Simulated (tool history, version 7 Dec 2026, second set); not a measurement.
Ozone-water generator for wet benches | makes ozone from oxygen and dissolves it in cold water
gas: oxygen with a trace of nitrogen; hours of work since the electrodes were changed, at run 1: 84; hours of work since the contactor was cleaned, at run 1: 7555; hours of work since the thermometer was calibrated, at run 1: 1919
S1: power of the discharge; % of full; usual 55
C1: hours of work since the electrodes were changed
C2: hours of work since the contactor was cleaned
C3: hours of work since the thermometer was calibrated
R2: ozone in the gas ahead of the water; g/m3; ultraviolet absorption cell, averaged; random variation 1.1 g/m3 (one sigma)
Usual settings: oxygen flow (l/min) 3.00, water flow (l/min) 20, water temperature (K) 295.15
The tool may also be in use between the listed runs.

Run 1, hour 0.0: usual settings; C1 84; C2 7555; C3 1919. Result: dissolved ozone (ppm) 11.6, R2 186.8 g/m3.
Run 2, hour 28.8: usual settings; C1 104; C2 7575; C3 1938. Result: dissolved ozone (ppm) 11.7, R2 186.7 g/m3.
Run 3, hour 60.1: usual settings; C1 126; C2 7597; C3 1960. Result: dissolved ozone (ppm) 11.4, R2 185.4 g/m3.
Run 4, hour 76.4: usual settings; C1 137; C2 7608; C3 1971. Result: dissolved ozone (ppm) 11.6, R2 186.2 g/m3.
Run 5, hour 93.0: usual settings; C1 149; C2 7619; C3 1983. Result: dissolved ozone (ppm) 11.8, R2 186.8 g/m3.
Run 6, hour 116.0: usual settings but oxygen flow (l/min) 1.85; C1 165; C2 7635; C3 1999. Result: dissolved ozone (ppm) 11.0, R2 248.3 g/m3.
Run 7, hour 130.4: usual settings but oxygen flow (l/min) 1.85; C1 175; C2 7645; C3 2009. Result: dissolved ozone (ppm) 10.8, R2 251.0 g/m3.
Run 8, hour 147.1: usual settings but oxygen flow (l/min) 1.85; C1 186; C2 7657; C3 2020. Result: dissolved ozone (ppm) 11.0, R2 246.4 g/m3.
Run 9, hour 172.9: usual settings but oxygen flow (l/min) 1.85; C1 204; C2 7675; C3 2038. Result: dissolved ozone (ppm) 11.0, R2 247.3 g/m3.
Run 10, hour 191.1: usual settings but S1 51 % of full; C1 216; C2 7687; C3 2051. Result: dissolved ozone (ppm) 11.0, R2 174.0 g/m3.
Run 11, hour 222.1: usual settings but S1 74 % of full; C1 238; C2 7709; C3 2072. Result: dissolved ozone (ppm) 14.9, R2 239.7 g/m3.
Run 12, hour 253.3: usual settings but S1 74 % of full; C1 259; C2 7730; C3 2094. Result: dissolved ozone (ppm) 15.0, R2 237.5 g/m3.
Run 13, hour 268.8: usual settings but S1 74 % of full; C1 270; C2 7741; C3 2104. Result: dissolved ozone (ppm) 14.9, R2 239.6 g/m3.
Run 14, hour 289.0: usual settings but oxygen flow (l/min) 1.65; C1 284; C2 7755; C3 2118. Result: dissolved ozone (ppm) 10.9, R2 263.9 g/m3.
Run 15, hour 307.0: usual settings but S1 53 % of full; C1 297; C2 7767; C3 2131. Result: dissolved ozone (ppm) 11.3, R2 179.2 g/m3.
Run 16, hour 337.3: usual settings but S1 53 % of full; C1 317; C2 7788; C3 2152. Result: dissolved ozone (ppm) 11.4, R2 180.2 g/m3.
Run 17, hour 366.9: usual settings but water flow (l/min) 25; C1 338; C2 7809; C3 2172. Result: dissolved ozone (ppm) 8.9, R2 184.1 g/m3.
Run 18, hour 389.6: usual settings but S1 72 % of full, oxygen flow (l/min) 3.71, water flow (l/min) 25, water temperature (K) 298.15; C1 354; C2 7824; C3 2188. Result: dissolved ozone (ppm) 11.2, R2 205.6 g/m3.
Run 19, hour 412.8: usual settings but S1 72 % of full, oxygen flow (l/min) 3.71, water flow (l/min) 25, water temperature (K) 298.15; C1 370; C2 7840; C3 2204. Result: dissolved ozone (ppm) 11.2, R2 205.7 g/m3.
Run 20, hour 437.5: usual settings but S1 52 % of full, water flow (l/min) 14; C1 387; C2 7857; C3 2221. Result: dissolved ozone (ppm) 15.5, R2 177.1 g/m3.
Run 21, hour 469.2: usual settings but S1 41 % of full, oxygen flow (l/min) 2.76, water flow (l/min) 22, water temperature (K) 293.15; C1 409; C2 7879; C3 2243. Result: dissolved ozone (ppm) 8.3, R2 152.5 g/m3.
Run 22, hour 497.4: usual settings but oxygen flow (l/min) 4.00, water flow (l/min) 13; C1 428; C2 7899; C3 2262. Result: dissolved ozone (ppm) 16.8, R2 155.6 g/m3.
Run 23, hour 527.9: usual settings but oxygen flow (l/min) 4.00, water flow (l/min) 13; C1 449; C2 7920; C3 2283. Result: dissolved ozone (ppm) 16.8, R2 155.8 g/m3.
At hour 531.2: water thermometer calibrated.
Run 24, hour 559.0: usual settings but S1 65 % of full, oxygen flow (l/min) 4.00, water flow (l/min) 19; C1 470; C2 7941; C3 19. Result: dissolved ozone (ppm) 13.9, R2 176.2 g/m3.
Run 25, hour 574.7: usual settings but S1 52 % of full, oxygen flow (l/min) 4.00, water flow (l/min) 18, water temperature (K) 297.15; C1 481; C2 7952; C3 30. Result: dissolved ozone (ppm) 12.1, R2 149.5 g/m3.
At hour 589.0: water thermometer calibrated, once more.
Run 26, hour 597.0: usual settings but S1 94 % of full, oxygen flow (l/min) 4.00, water flow (l/min) 18, water temperature (K) 292.15; C1 496; C2 7967; C3 6. Result: dissolved ozone (ppm) 21.0, R2 245.2 g/m3.
Run 27, hour 628.3: usual settings but S1 94 % of full, oxygen flow (l/min) 4.00, water flow (l/min) 18, water temperature (K) 292.15; C1 518; C2 7988; C3 27. Result: dissolved ozone (ppm) 20.5, R2 242.4 g/m3.
Run 28, hour 658.9: usual settings but S1 94 % of full, oxygen flow (l/min) 3.70, water flow (l/min) 18, water temperature (K) 299.15; C1 539; C2 8010; C3 48. Result: dissolved ozone (ppm) 19.0, R2 257.0 g/m3.
Run 29, hour 684.3: usual settings but S1 94 % of full, oxygen flow (l/min) 3.70, water flow (l/min) 18, water temperature (K) 299.15; C1 556; C2 8027; C3 66. Result: dissolved ozone (ppm) 19.1, R2 253.5 g/m3.
Run 30, hour 706.0: usual settings but S1 94 % of full, oxygen flow (l/min) 4.74, water flow (l/min) 17, water temperature (K) 299.15; C1 571; C2 8042; C3 81. Result: dissolved ozone (ppm) 19.4, R2 217.7 g/m3.
Run 31, hour 733.7: usual settings but S1 97 % of full, water temperature (K) 293.15; C1 591; C2 8061; C3 100. Result: dissolved ozone (ppm) 18.8, R2 293.2 g/m3.
Run 32, hour 762.6: usual settings but S1 97 % of full, oxygen flow (l/min) 1.77, water flow (l/min) 21, water temperature (K) 293.15; C1 611; C2 8081; C3 120. Result: dissolved ozone (ppm) 16.9, R2 407.0 g/m3.
Run 33, hour 789.4: usual settings but water temperature (K) 301.15; C1 629; C2 8100; C3 138. Result: dissolved ozone (ppm) 10.9, R2 184.8 g/m3.
Run 34, hour 806.3: usual settings but S1 52 % of full, oxygen flow (l/min) 2.08, water flow (l/min) 17, water temperature (K) 300.15; C1 641; C2 8111; C3 150. Result: dissolved ozone (ppm) 12.0, R2 219.1 g/m3.

Forecast each of these 3 alternatives for the next run:
Run A, hour 820.2: usual settings but S1 58 % of full, oxygen flow (l/min) 2.08, water flow (l/min) 13, water temperature (K) 300.15; C1 650; C2 8121; C3 160. Result: dissolved ozone (ppm) ?, R2 ?.
Run B, hour 820.2: usual settings but oxygen flow (l/min) 4.32; C1 650; C2 8121; C3 160. Result: dissolved ozone (ppm) ?, R2 ?.
Run C, hour 820.2: usual settings but S1 90 % of full, oxygen flow (l/min) 5.22, water flow (l/min) 17, water temperature (K) 290.15; C1 650; C2 8121; C3 160. Result: dissolved ozone (ppm) ?, R2 ?.

run  dissolved ozone (ppm)     R2
  A                   16.9  239.2
  B                   11.5  147.9
  C                   21.3  199.9
Without the tool's hidden state the same runs would have given:
run  dissolved ozone (ppm)     R2
  A                   18.1  240.8
  B                   12.5  148.9
  C                   23.0  201.8
